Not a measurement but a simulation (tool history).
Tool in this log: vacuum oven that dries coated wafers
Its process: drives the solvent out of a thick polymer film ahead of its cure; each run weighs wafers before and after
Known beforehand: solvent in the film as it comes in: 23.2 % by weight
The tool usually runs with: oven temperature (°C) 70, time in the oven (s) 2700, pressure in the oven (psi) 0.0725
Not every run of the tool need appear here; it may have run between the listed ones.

run      day  oven temperature (°C)  time in the oven (s)  pressure in the oven (psi)  solvent left in the film (%)
  1        0                     70                  2700                      0.0725                          3.35
  2    2.383                     70                  2700                      0.0725                          3.37
  3    5.262                     70                  2700                      0.0725                          3.47
  4    8.138                     70                  2700                      0.0408                          3.26
       8.567  -- oven's thermocouples calibrated
  5   10.288                     70                  2700                      0.0408                          3.24
  6   14.646                     70                  2700                      0.0408                           3.2
  7   17.712                     70                  2700                      0.0374                          3.19
  8   22.421                     70                  2700                      0.0725                          3.38
  9   27.388                     63                  2700                      0.0725                           6.5
 10   30.596                     63                  2700                      0.0725                          6.51
 11   32.838                     63                  2700                      0.0725                          6.67
 12   37.608                     63                  2700                      0.0725                          6.53
 13   41.529                     63                  2700                      0.0725                          6.61
      45.621  -- oven's thermocouples calibrated
 14   45.725                     63                  2700                      0.0725                          6.64
 15   48.875                     63                  2700                      0.0725                          6.56
 16   50.967                     63                  2700                      0.0725                          6.51
 17   54.633                     65                  2100                       0.102                          7.33
 18       58                     66                  2100                      0.1684                          6.99
 19   62.104                     73                  2160                      0.2773                          4.15
 20   64.142                     73                  2160                      0.2614                          4.03
 21   68.846                     73                  2160                      0.2614                          4.13
 22   71.808                     85                  1980                      0.2596                          1.08
 23   74.783                     85                  1980                      0.2596                          1.12
 24   79.662                     85                  1560                      0.2207                          1.62
      82.729  -- oven's thermocouples calibrated
 25   83.388                     68                  1620                      0.2637                          8.05
      85.475  -- vacuum gauge cleaned of residue and calibrated
 26   86.354                     77                  2700                      0.0825                          1.26
 27   90.725                     77                  4560                       0.045                          0.37
 28   93.338                     74                  2100                      0.0725                          3.25
 29   97.008                     74                  3840                      0.2672                           1.5
 30  100.929                     72                  3780                      0.1165                          1.42
 31  105.629                     74                  2700                      0.0518                          1.99
 32  110.479                     58                  2700                      0.1494                          9.42

Branching from run 32: 4 alternative next runs. What would each branch give?
  A  112.525                     57                  2700                      0.0425                             ?
  B  112.525                     68                  2700                      0.1494                             ?
  C  112.525                     56                  2700                      0.2554                             ?
  D  112.525                     58                  2940                      0.1165                             ?

run  solvent left in the film (%)
  A                          9.31
  B                           4.5
  C                         10.81
  D                           8.8
Stripped of hidden state, with their random variation kept, the same runs would have yielded:
run  solvent left in the film (%)
  A                          9.27
  B                          4.46
  C                         10.77
  D                          8.76
